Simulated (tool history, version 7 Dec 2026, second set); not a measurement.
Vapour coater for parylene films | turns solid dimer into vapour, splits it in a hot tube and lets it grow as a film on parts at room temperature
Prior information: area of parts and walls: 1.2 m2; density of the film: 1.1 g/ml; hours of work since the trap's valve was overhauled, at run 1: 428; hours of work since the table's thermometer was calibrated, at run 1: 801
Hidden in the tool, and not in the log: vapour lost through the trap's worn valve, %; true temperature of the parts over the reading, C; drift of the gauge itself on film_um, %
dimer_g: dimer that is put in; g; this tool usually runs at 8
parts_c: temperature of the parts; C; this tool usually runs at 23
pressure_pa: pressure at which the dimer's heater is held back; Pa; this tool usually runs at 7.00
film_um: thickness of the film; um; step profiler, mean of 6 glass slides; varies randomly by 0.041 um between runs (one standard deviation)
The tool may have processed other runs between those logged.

run     day  dimer_g  parts_c  pressure_pa  hours of work since the trap's valve was overhauled  hours of work since the table's thermometer was calibrated  film_um
  1   0.000        8       23         7.00                                                  428                                                         801     3.85
      0.917  -- trap's valve overhauled
  2   2.708        8       23         7.00                                                   27                                                         840     4.33
  3   6.050        8       23         7.00                                                   78                                                         891     4.24
      8.350  -- table's thermometer calibrated
  4   8.854        8       17         7.00                                                  121                                                           8     5.65
  5  11.625        8       32         7.00                                                  163                                                          50     2.89
  6  14.688        8       32         7.00                                                  210                                                          97     2.80
  7  17.625        8       32         7.00                                                  255                                                         142     2.77
  8  20.850        8       32         7.00                                                  304                                                         191     2.77
  9  23.288        8       32         7.00                                                  341                                                         228     2.63
 10  25.238        8       15         7.00                                                  371                                                         258     5.37
 11  28.275        8       15         7.00                                                  418                                                         305     5.18
     29.871  -- trap's valve overhauled
 12  29.925        8       23         7.00                                                    1                                                         327     4.46
 13  32.146        8       23         7.00                                                   35                                                         361     4.49
 14  34.750        8       23         7.00                                                   75                                                         401     4.33
 15  36.333        3       23         7.00                                                   99                                                         425     1.61
 16  38.975        3       23         7.00                                                  139                                                         466     1.59
 17  40.367        3       23         7.00                                                  160                                                         487     1.60
 18  41.779        8       23         7.00                                                  182                                                         508     4.20
 19  44.412        8       22         3.40                                                  222                                                         549     4.87
 20  47.471        8       22         3.40                                                  269                                                         595     4.80
 21  50.667       12       18         7.00                                                  318                                                         644     7.61
 22  52.975        4       23         9.63                                                  353                                                         680     1.92
 23  54.979        9       23         3.42                                                  384                                                         710     4.96

Run 24 is up next; what results do you expect?
 24  57.617        4       18         6.70                                                  424                                                         750        ?

film_um: 2.44 um
Had the tool carried no hidden state, the very same run would have given film_um 2.80 um.
